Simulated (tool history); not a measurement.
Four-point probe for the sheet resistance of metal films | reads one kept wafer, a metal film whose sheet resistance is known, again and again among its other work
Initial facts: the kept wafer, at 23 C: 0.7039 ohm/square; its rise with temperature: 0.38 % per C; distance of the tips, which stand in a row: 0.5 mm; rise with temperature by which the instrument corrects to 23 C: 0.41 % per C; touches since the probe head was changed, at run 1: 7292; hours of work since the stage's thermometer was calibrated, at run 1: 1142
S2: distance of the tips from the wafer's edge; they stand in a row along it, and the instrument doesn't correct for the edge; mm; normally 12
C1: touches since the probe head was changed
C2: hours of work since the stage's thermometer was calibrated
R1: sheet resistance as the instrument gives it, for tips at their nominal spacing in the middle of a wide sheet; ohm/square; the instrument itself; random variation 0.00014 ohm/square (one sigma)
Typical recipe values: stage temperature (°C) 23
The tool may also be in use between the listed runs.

{"run": 1, "day": 0.0, "stage temperature (°C)": 23, "S2": 12, "C1": 7292, "C2": 1142, "R1": 0.704555}
{"run": 2, "day": 0.758, "stage temperature (°C)": 23, "S2": 12, "C1": 7602, "C2": 1154, "R1": 0.704433}
{"run": 3, "day": 1.329, "stage temperature (°C)": 23, "S2": 8, "C1": 7835, "C2": 1163, "R1": 0.705309}
{"run": 4, "day": 1.971, "stage temperature (°C)": 23, "S2": 38, "C1": 8097, "C2": 1172, "R1": 0.70381}
{"run": 5, "day": 2.496, "stage temperature (°C)": 23, "S2": 38, "C1": 8311, "C2": 1180, "R1": 0.703765}
{"run": 6, "day": 3.004, "stage temperature (°C)": 23, "S2": 38, "C1": 8519, "C2": 1188, "R1": 0.704018}
{"run": 7, "day": 3.517, "stage temperature (°C)": 23, "S2": 5, "C1": 8729, "C2": 1196, "R1": 0.707466}
{"run": 8, "day": 4.104, "stage temperature (°C)": 23, "S2": 5, "C1": 8969, "C2": 1205, "R1": 0.70763}
{"run": 9, "day": 4.725, "stage temperature (°C)": 23, "S2": 5, "C1": 9223, "C2": 1214, "R1": 0.70765}
{"run": 10, "day": 5.7, "stage temperature (°C)": 20, "S2": 16, "C1": 9622, "C2": 1229, "R1": 0.704512}

What if the next run were any one of these 3? Each begins from the tool's condition after run 10:
{"run": "A", "day": 6.271, "stage temperature (°C)": 23, "S2": 43, "C1": 9854, "C2": 1238, "R1": "?"}
{"run": "B", "day": 6.271, "stage temperature (°C)": 19, "S2": 40, "C1": 9854, "C2": 1238, "R1": "?"}
{"run": "C", "day": 6.271, "stage temperature (°C)": 20, "S2": 13, "C1": 9854, "C2": 1238, "R1": "?"}

run=A R1=0.703982
run=B R1=0.704502
run=C R1=0.704879
What these runs would have given with no unlogged condition in the tool:
run=A R1=0.704137
run=B R1=0.704647
run=C R1=0.705027
